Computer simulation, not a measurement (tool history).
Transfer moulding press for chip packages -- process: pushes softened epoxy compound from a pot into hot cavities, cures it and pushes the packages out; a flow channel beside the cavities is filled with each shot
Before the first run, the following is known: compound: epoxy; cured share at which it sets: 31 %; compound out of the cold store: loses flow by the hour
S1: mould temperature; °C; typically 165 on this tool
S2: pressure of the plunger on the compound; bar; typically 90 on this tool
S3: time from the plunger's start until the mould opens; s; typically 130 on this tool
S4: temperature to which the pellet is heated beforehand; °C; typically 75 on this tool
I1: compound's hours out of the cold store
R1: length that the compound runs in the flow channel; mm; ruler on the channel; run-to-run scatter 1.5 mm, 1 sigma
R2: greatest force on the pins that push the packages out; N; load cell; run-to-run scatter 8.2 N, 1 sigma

run,hour,S1,S2,S3,S4,I1,R1,R2
1,0,165,90,130,75,37,705,593
2,7.4,165,82.3,130,75,9.5,782,643
# hour 11.1: cavities cleaned with cleaning compound and waxed
3,13.9,165,82.3,130,75,41.6,657,379
4,19.6,165,90,130,75,29.6,731,417
5,25.2,165,87.9,130,75,14.8,784,447
6,34.4,165,87.9,130,75,8.4,813,503
7,39.4,160,90,130,75,40.7,706,720
# hour 46.4: plunger's sealing rings changed
8,51.3,166,86.5,130,75,27.3,754,515
9,56.1,165,90,112,75,24.4,786,729
10,64.8,165,75.9,123,81,20.7,735,621
11,72,173,75.9,123,84,41.7,636,498

Branching from run 11: 5 alternative next runs. What would each branch give?
# hour 75.6: cavities cleaned with cleaning compound and waxed
A,80.6,173,75.9,123,72,39,?,?
# hour 75.6: cavities cleaned with cleaning compound and waxed
B,80.6,165,81.4,130,75,34.5,?,?
# hour 75.6: cavities cleaned with cleaning compound and waxed
C,80.6,169,80.9,115,75,24.6,?,?
# hour 75.6: cavities cleaned with cleaning compound and waxed
D,80.6,165,82.9,150,75,22.2,?,?
# hour 75.6: cavities cleaned with cleaning compound and waxed
E,80.6,173,70.9,151,72,30.6,?,?

run,R1,R2
A,644,330
B,710,378
C,731,371
D,763,350
E,651,324
What these runs would have given with no unlogged condition in the tool:
run,R1,R2
A,645,302
B,711,341
C,732,334
D,764,318
E,652,298
